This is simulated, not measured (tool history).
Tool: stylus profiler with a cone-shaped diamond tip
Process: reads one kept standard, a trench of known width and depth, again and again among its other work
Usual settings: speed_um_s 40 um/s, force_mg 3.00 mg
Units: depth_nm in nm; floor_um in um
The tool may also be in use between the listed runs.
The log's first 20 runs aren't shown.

{"run": 21, "hour": 2053.5, "speed_um_s": 40, "force_mg": 1.28, "depth_nm": 502.72, "floor_um": 45.41}
{"run": 22, "hour": 2111.9, "speed_um_s": 36, "force_mg": 1.28, "depth_nm": 502.68, "floor_um": 45.42}
{"run": 23, "hour": 2215.3, "speed_um_s": 36, "force_mg": 1.28, "depth_nm": 502.59, "floor_um": 45.38}
{"run": 24, "hour": 2280.0, "speed_um_s": 82, "force_mg": 5.89, "depth_nm": 509.1, "floor_um": 45.35}
{"run": 25, "hour": 2415.0, "speed_um_s": 82, "force_mg": 5.89, "depth_nm": 509.0, "floor_um": 45.33}
{"run": 26, "hour": 2487.3, "speed_um_s": 134, "force_mg": 1.15, "depth_nm": 502.25, "floor_um": 44.97}
{"run": 27, "hour": 2588.9, "speed_um_s": 134, "force_mg": 1.15, "depth_nm": 502.16, "floor_um": 44.86}
{"run": 28, "hour": 2690.5, "speed_um_s": 36, "force_mg": 1.85, "depth_nm": 503.31, "floor_um": 45.24}
{"run": 29, "hour": 2807.3, "speed_um_s": 128, "force_mg": 1.78, "depth_nm": 503.22, "floor_um": 44.97}
{"run": 30, "hour": 2882.0, "speed_um_s": 56, "force_mg": 1.67, "depth_nm": 502.84, "floor_um": 45.16}
{"run": 31, "hour": 2977.1, "speed_um_s": 51, "force_mg": 1.61, "depth_nm": 502.92, "floor_um": 45.09}
{"run": 32, "hour": 3038.9, "speed_um_s": 61, "force_mg": 8.83, "depth_nm": 511.74, "floor_um": 45.2}
{"run": 33, "hour": 3104.8, "speed_um_s": 22, "force_mg": 2.11, "depth_nm": 503.48, "floor_um": 45.23}
{"run": 34, "hour": 3205.7, "speed_um_s": 14, "force_mg": 3.0, "depth_nm": 504.8, "floor_um": 45.2}
{"run": 35, "hour": 3282.8, "speed_um_s": 87, "force_mg": 1.07, "depth_nm": 501.52, "floor_um": 44.87}
{"run": 36, "hour": 3392.8, "speed_um_s": 37, "force_mg": 5.87, "depth_nm": 508.43, "floor_um": 45.15}
{"hour": 3467.3, "done": "height scale calibrated on a step standard"}
{"run": 37, "hour": 3507.1, "speed_um_s": 37, "force_mg": 5.87, "depth_nm": 509.9, "floor_um": 45.11}
{"run": 38, "hour": 3589.4, "speed_um_s": 18, "force_mg": 5.24, "depth_nm": 508.96, "floor_um": 45.06}
{"run": 39, "hour": 3656.6, "speed_um_s": 76, "force_mg": 1.74, "depth_nm": 504.26, "floor_um": 44.86}
{"run": 40, "hour": 3713.5, "speed_um_s": 40, "force_mg": 6.72, "depth_nm": 510.62, "floor_um": 45.03}
{"run": 41, "hour": 3793.9, "speed_um_s": 15, "force_mg": 1.51, "depth_nm": 503.75, "floor_um": 45.06}
{"run": 42, "hour": 3868.7, "speed_um_s": 40, "force_mg": 1.91, "depth_nm": 504.5, "floor_um": 45.01}
{"run": 43, "hour": 3991.4, "speed_um_s": 64, "force_mg": 7.38, "depth_nm": 511.39, "floor_um": 44.96}
{"run": 44, "hour": 4085.7, "speed_um_s": 46, "force_mg": 3.49, "depth_nm": 506.61, "floor_um": 44.86}
{"run": 45, "hour": 4193.0, "speed_um_s": 121, "force_mg": 3.0, "depth_nm": 505.76, "floor_um": 44.72}

Forecast each of these 3 alternatives for the next run:
{"run": "A", "hour": 4318.9, "speed_um_s": 52, "force_mg": 8.84, "depth_nm": "?", "floor_um": "?"}
{"run": "B", "hour": 4318.9, "speed_um_s": 13, "force_mg": 3.0, "depth_nm": "?", "floor_um": "?"}
{"run": "C", "hour": 4318.9, "speed_um_s": 65, "force_mg": 3.0, "depth_nm": "?", "floor_um": "?"}

run=A depth_nm=512.54 floor_um=44.88
run=B depth_nm=505.71 floor_um=44.96
run=C depth_nm=505.82 floor_um=44.84
Without the tool's hidden state the same runs would have given:
run=A depth_nm=513.16 floor_um=47.28
run=B depth_nm=506.32 floor_um=47.35
run=C depth_nm=506.43 floor_um=47.24

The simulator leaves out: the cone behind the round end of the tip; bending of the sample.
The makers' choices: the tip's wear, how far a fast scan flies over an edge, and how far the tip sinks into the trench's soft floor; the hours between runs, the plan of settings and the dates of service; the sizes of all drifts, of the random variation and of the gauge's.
